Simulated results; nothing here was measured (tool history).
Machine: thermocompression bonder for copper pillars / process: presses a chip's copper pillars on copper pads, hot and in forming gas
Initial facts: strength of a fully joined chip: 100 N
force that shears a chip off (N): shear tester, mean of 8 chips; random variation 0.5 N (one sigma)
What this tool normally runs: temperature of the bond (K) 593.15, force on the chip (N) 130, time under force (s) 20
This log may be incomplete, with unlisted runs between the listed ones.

run,hour,temperature of the bond (K),force on the chip (N),time under force (s),force that shears a chip off (N)
1,0.0,593.15,130,20,37.9
2,10.7,607.15,130,20,45.7
3,22.0,593.15,140,20,40.2
# hour 29.0: forming gas filter changed
4,29.2,593.15,140,20,40.1
5,35.2,593.15,108,20,31.3
6,46.5,593.15,108,20,31.7
7,60.6,593.15,108,31,36.9
8,72.7,593.15,130,40,48.8
9,82.4,593.15,130,40,48.6
10,90.3,593.15,130,40,49.4
11,101.2,593.15,130,40,48.8
12,110.6,593.15,130,40,49.8
13,118.9,593.15,130,52,54.6
14,128.4,593.15,130,52,53.0
15,134.6,593.15,164,48,61.5

Estimate the outcome of run 16 from the log above:
16,146.7,577.15,130,14,?

{"run 16": {"force that shears a chip off (N)": 25.4}}
If the tool had no hidden condition, the same run with the same run-to-run variation would have returned force that shears a chip off (N) 25.3.
